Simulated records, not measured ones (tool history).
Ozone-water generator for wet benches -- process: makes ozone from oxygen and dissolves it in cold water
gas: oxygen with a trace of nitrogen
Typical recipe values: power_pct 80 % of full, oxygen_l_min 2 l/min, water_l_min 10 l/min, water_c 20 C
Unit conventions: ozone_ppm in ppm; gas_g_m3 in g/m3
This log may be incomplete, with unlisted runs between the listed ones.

run	hour	power_pct	oxygen_l_min	water_l_min	water_c	ozone_ppm	gas_g_m3
1	0	80	2	10	20	25.1	281.3
2	48	80	2	11	20	23	278.8
3	124.9	80	2	11	20	22.9	277.5
4	173.4	80	1.13	11	20	19.5	347.5
5	209.9	80	2	11	20	23.2	279.4
6	280.4	80	2	10	20	24.7	278.3
7	331.1	63	2	10	13	22.1	229.5
8	375.3	44	2	10	15	16.8	176.7
9	440.7	44	2.07	13	15	13.4	172
10	490.2	41	3.16	13	15	13.9	136.9
11	530	41	3.16	13	23	12.7	137
12	571.2	80	2	14	17	19.4	276.5

4 ways to go on from here, each from the tool as it stands after run 12. What would each give?
A	661.5	63	1.32	10	17	?	?
B	661.5	80	2	11	20	?	?
C	661.5	80	2.81	12	13	?	?
D	661.5	63	2.91	7	20	?	?

run	ozone_ppm	gas_g_m3
A	19.4	272.3
B	22.9	279.4
C	25.5	240.9
D	27.4	196.5
With no hidden state in the tool, these same runs would have given:
run	ozone_ppm	gas_g_m3
A	19.5	274.8
B	23	282
C	25.5	243.2
D	27.4	198.3

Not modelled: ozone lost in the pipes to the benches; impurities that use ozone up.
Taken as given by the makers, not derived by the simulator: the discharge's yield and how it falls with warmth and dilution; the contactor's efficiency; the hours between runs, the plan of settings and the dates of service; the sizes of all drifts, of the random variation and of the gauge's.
